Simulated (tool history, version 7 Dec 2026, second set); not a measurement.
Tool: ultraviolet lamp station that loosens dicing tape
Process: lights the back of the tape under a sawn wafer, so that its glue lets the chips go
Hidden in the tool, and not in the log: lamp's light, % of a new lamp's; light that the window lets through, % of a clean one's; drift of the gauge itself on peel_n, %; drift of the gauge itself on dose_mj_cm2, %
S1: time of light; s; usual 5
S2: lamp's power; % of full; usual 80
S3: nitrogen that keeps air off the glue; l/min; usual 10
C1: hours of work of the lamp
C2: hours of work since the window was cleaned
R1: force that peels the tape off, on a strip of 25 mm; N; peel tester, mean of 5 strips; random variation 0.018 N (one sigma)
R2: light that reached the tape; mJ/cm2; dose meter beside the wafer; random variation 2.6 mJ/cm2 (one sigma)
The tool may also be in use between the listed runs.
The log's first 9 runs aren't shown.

run   hour  S1  S2  S3   C1   C2     R1   R2
 10   59.3   5  80   4  108    8  2.023  320
 11   68.6   5  80   4  115   15  2.029  314
 12   75.9   9  80  10  121   20  0.205  575
 13   80.8   5  80  12  124   23  0.872  316
 14   87.8   5  80  12  129   28  0.857  318
 15   93.7   6  80  10  134   33  0.667  374
 16  100.4   6  80  10  138   38  0.667  379
 17  110.3   6  67   9  146   45  1.101  313
 18  120.0   6  67   9  153   52  1.119  313
 19  128.4   6  67   9  159   58  1.133  312
 20  137.0   6  67   9  165   64  1.135  308
 21  146.9   6  67   9  172   72  1.188  311
 22  155.5   3  63   7  179   78  4.194  147
 23  162.7   6  80  10  184   83  0.703  368
 24  168.4   6  80  10  188   87  0.695  366
 25  178.2   6  80  10  195   95  0.730  362
 26  188.6  10  68   5  203  102  0.634  515
 27  194.0  10  68   5  207  106  0.631  512
 28  202.2   5  75   3  213  112  2.895  278
 29  211.3   5  75   3  219  119  2.990  280
 30  219.4   5  81   8  225  125  1.354  300
 31  228.4   3  81   8  232  131  3.056  181
 32  238.0   3  90   5  239  138  3.570  199

Forecast each of these 3 alternatives for the next run:
  A  245.9   6  80   8  245  144   ?   ?
  B  245.9   3  95  13  245  144   ?   ?
  C  245.9   5  93  10  245  144   ?   ?

run     R1   R2
  A  0.942  353
  B  1.809  209
  C  0.826  344
Without the tool's hidden state the same runs would have given:
run     R1   R2
  A  0.692  402
  B  1.425  238
  C  0.597  391
